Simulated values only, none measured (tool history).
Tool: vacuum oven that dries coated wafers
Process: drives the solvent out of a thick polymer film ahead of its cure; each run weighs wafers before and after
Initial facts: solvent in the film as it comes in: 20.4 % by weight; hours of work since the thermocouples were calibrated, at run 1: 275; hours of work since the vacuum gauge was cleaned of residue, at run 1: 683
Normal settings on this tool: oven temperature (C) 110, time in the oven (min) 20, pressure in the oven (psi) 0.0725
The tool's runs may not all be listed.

run,hour,oven temperature (C),time in the oven (min),pressure in the oven (psi),hours of work since the thermocouples were calibrated,hours of work since the vacuum gauge was cleaned of residue,solvent left in the film (%)
1,0,110,20,0.0725,275,683,1.66
2,58.9,110,24,0.0725,318,725,1.22
3,136.7,110,24,0.0725,374,781,1.3
4,196.1,110,24,0.0725,417,824,1.39
5,240.3,110,30,0.0725,449,856,1.07
6,285.2,110,30,0.0725,481,888,1.08
7,336.7,110,30,0.0506,518,926,1.03
8,383.8,110,30,0.0506,552,960,0.93
9,449.7,110,30,0.0506,600,1007,0.91
10,514.6,110,30,0.0506,647,1054,1.04
11,565.8,110,23,0.0725,684,1091,1.46
12,620.3,110,23,0.0725,723,1130,1.53
13,664.3,97,23,0.0725,755,1162,4.88
14,758.4,97,17,0.0373,822,1230,6.3
15,843.9,97,17,0.0373,884,1291,6.21
16,916.2,121,22,0.1933,936,1344,1.59
17,1001.9,121,22,0.1933,998,1406,1.6
# hour 1057.4: oven's thermocouples calibrated
18,1082.1,96,19,0.1933,18,1462,7.06
19,1120.5,96,19,0.1933,46,1490,7.02
20,1185.1,104,13,0.0599,92,1536,4.82
21,1277.2,104,13,0.0599,159,1603,4.8
22,1354,104,13,0.0599,214,1658,4.75
23,1398.8,122,13,0.0725,246,1690,1.16
24,1442,122,13,0.0725,278,1722,1.05

Pick out some run-to-run changes in solvent left in the film (%). Of each, how much would a tool without hidden state show as well, from the settings, what came in and chance, and how much is left for the hidden state and any gauge scatter not in both results compared?
The tool's hidden condition here consists of: true wafer temperature over the reading, C; true pressure over the reading, kPa; drift of the gauge itself on solvent_pct, %.
Run 12 -> 13: oven temperature (C) 110 -> 97. solvent left in the film (%) +3.35: hidden state +0.51, all else +2.84.
Run 15 -> 16: oven temperature (C) 97 -> 121, time in the oven (min) 17 -> 22, pressure in the oven (psi) 0.0373 -> 0.1933. solvent left in the film (%) -4.62: hidden state -0.75, all else -3.87.
Run 17 -> 18: oven temperature (C) 121 -> 96, time in the oven (min) 22 -> 19, oven's thermocouples calibrated. solvent left in the film (%) +5.46: hidden state +0.18, all else +5.28.

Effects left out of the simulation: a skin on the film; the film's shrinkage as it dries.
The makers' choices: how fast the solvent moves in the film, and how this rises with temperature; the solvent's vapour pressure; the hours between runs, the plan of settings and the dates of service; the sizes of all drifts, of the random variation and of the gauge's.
